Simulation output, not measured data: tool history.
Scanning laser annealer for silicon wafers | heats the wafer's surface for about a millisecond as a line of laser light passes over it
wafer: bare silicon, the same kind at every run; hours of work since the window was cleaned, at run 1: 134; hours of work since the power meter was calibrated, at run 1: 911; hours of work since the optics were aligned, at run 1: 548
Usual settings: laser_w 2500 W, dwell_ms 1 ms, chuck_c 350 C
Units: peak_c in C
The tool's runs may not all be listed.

run	hour	laser_w	dwell_ms	chuck_c	hours of work since the window was cleaned	hours of work since the power meter was calibrated	hours of work since the optics were aligned	peak_c
1	0	2500	1	350	134	911	548	1155
2	54.3	2500	1	350	165	942	578	1156
3	104.6	2500	1	350	193	970	606	1151
4	142.1	2500	1	350	214	991	627	1149
5	182.3	2500	1	350	236	1013	650	1144
6	209.6	2500	1	350	251	1028	665	1144
7	258.6	2500	1	379	279	1056	692	1174
# hour 315.9: window over the wafer cleaned
8	319.6	2500	1	379	2	1088	725	1188
# hour 327.3: optics aligned, line set to its width
9	351.6	2359	1	350	17	1103	14	1104
10	402.4	2359	1	350	45	1132	42	1100
11	458.7	2359	1	350	77	1163	73	1096
12	503.1	2550	0.95	350	102	1188	98	1146
13	560.9	2339	1	322	134	1220	130	1059
14	595.9	2729	0.7	350	153	1240	150	1093
# hour 632.4: optics aligned, line set to its width, once more
15	666.1	2573	0.77	314	190	1276	19	1065
16	699.6	2573	0.77	314	208	1295	37	1062
17	731.1	2573	0.77	314	226	1312	55	1062
18	767.4	2459	1.02	350	246	1332	75	1158
19	809.7	2645	1	370	270	1356	99	1233
20	840.8	2645	1	370	287	1373	116	1234
# hour 886.3: window over the wafer cleaned
21	886.9	2720	0.86	333	0	1398	141	1185

3 ways to go on from here, each from the tool as it stands after run 21. What would each give?
A	947.1	2562	0.86	333	34	1431	174	?
B	947.1	2720	0.86	316	34	1431	174	?
C	947.1	2356	0.94	324	34	1431	174	?

run	peak_c
A	1125
B	1160
C	1076
Without the tool's hidden state the same runs would have given:
run	peak_c
A	1132
B	1167
C	1082
